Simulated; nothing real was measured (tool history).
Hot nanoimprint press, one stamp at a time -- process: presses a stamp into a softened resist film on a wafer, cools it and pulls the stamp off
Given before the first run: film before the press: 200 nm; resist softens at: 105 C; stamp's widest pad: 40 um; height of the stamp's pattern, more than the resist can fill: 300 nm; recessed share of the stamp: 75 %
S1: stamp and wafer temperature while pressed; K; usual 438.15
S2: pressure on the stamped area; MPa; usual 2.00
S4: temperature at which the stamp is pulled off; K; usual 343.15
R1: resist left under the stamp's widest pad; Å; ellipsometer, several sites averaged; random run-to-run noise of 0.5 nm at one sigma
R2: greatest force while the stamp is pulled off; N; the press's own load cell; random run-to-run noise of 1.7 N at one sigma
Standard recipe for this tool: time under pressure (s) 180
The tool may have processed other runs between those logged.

Run 1, hour 0.0: usual settings. Result: R1 909 Å, R2 193 N.
Run 2, hour 17.8: usual settings. Result: R1 905 Å, R2 190 N.
Run 3, hour 35.3: usual settings but time under pressure (s) 127. Result: R1 1031 Å, R2 194 N.
Run 4, hour 76.6: usual settings but time under pressure (s) 127. Result: R1 1023 Å, R2 189 N.
Run 5, hour 104.5: usual settings but time under pressure (s) 106. Result: R1 1093 Å, R2 194 N.
At hour 117.1: plate thermocouple calibrated.
Run 6, hour 127.2: usual settings but time under pressure (s) 191. Result: R1 887 Å, R2 195 N.
Run 7, hour 147.6: usual settings but time under pressure (s) 191. Result: R1 880 Å, R2 195 N.
At hour 173.0: stamp cleaned and given a new release coat.
Run 8, hour 175.9: usual settings but time under pressure (s) 191. Result: R1 888 Å, R2 192 N.
Run 9, hour 210.0: usual settings. Result: R1 910 Å, R2 190 N.
Run 10, hour 251.9: usual settings. Result: R1 906 Å, R2 193 N.
Run 11, hour 293.3: usual settings. Result: R1 904 Å, R2 191 N.
Run 12, hour 323.5: usual settings. Result: R1 899 Å, R2 192 N.
Run 13, hour 349.0: usual settings but S1 442.15 K. Result: R1 792 Å, R2 194 N.
Run 14, hour 382.0: usual settings but S1 442.15 K, S2 1.58 MPa. Result: R1 890 Å, R2 194 N.
Run 15, hour 424.4: usual settings but S4 345.15 K. Result: R1 905 Å, R2 192 N.
Run 16, hour 458.1: usual settings but S2 2.95 MPa, S4 345.15 K. Result: R1 758 Å, R2 190 N.
At hour 490.3: stamp cleaned and given a new release coat.
Run 17, hour 499.3: usual settings but S2 2.61 MPa, S4 345.15 K. Result: R1 796 Å, R2 187 N.
At hour 504.2: plate thermocouple calibrated.
Run 18, hour 534.2: usual settings but S1 445.15 K, S2 2.12 MPa, time under pressure (s) 134, S4 329.15 K. Result: R1 774 Å, R2 221 N.
Run 19, hour 577.2: usual settings but time under pressure (s) 113. Result: R1 1066 Å, R2 192 N.
Run 20, hour 612.0: usual settings but S1 428.15 K, time under pressure (s) 230, S4 337.15 K. Result: R1 1184 Å, R2 206 N.
Run 21, hour 648.2: usual settings but S2 2.01 MPa, time under pressure (s) 133, S4 337.15 K. Result: R1 1002 Å, R2 206 N.
Run 22, hour 679.5: usual settings but S2 2.01 MPa, time under pressure (s) 133, S4 337.15 K. Result: R1 1011 Å, R2 204 N.
Run 23, hour 720.0: usual settings but S2 1.60 MPa, time under pressure (s) 133, S4 331.15 K. Result: R1 1107 Å, R2 225 N.
Run 24, hour 739.0: usual settings but S2 1.79 MPa, S4 333.15 K. Result: R1 947 Å, R2 217 N.
Run 25, hour 758.9: usual settings but S2 1.79 MPa, S4 333.15 K. Result: R1 953 Å, R2 214 N.
Run 26, hour 779.2: usual settings but S2 1.79 MPa, S4 333.15 K. Result: R1 958 Å, R2 213 N.
At hour 814.1: stamp cleaned and given a new release coat.
Run 27, hour 825.4: usual settings but S2 3.06 MPa, time under pressure (s) 236, S4 333.15 K. Result: R1 675 Å, R2 218 N.
Run 28, hour 852.0: usual settings but S1 434.15 K, S4 329.15 K. Result: R1 1040 Å, R2 227 N.
Run 29, hour 873.9: usual settings but S1 434.15 K, S4 329.15 K. Result: R1 1044 Å, R2 222 N.

4 ways to go on from here, each from the tool as it stands after run 29. What would each give?
At hour 886.1: plate thermocouple calibrated.
At hour 897.7: press's hydraulic seals changed and the load cell set to zero.
Run A, hour 917.5: usual settings but S1 439.15 K, time under pressure (s) 223. Result: R1 ?, R2 ?.
At hour 886.1: plate thermocouple calibrated.
At hour 897.7: press's hydraulic seals changed and the load cell set to zero.
Run B, hour 917.5: usual settings but S2 2.06 MPa, time under pressure (s) 211, S4 338.15 K. Result: R1 ?, R2 ?.
At hour 886.1: plate thermocouple calibrated.
At hour 897.7: press's hydraulic seals changed and the load cell set to zero.
Run C, hour 917.5: usual settings but S1 443.15 K, S2 3.06 MPa, time under pressure (s) 267. Result: R1 ?, R2 ?.
At hour 886.1: plate thermocouple calibrated.
At hour 897.7: press's hydraulic seals changed and the load cell set to zero.
Run D, hour 917.5: usual settings but S1 428.15 K, S4 337.15 K. Result: R1 ?, R2 ?.

run    R1   R2
  A   797  195
  B   838  205
  C   517  189
  D  1277  204
Take away the tool's hidden state, keep each run's random variation, and the runs would have read:
run    R1   R2
  A   796  195
  B   838  205
  C   516  189
  D  1276  204
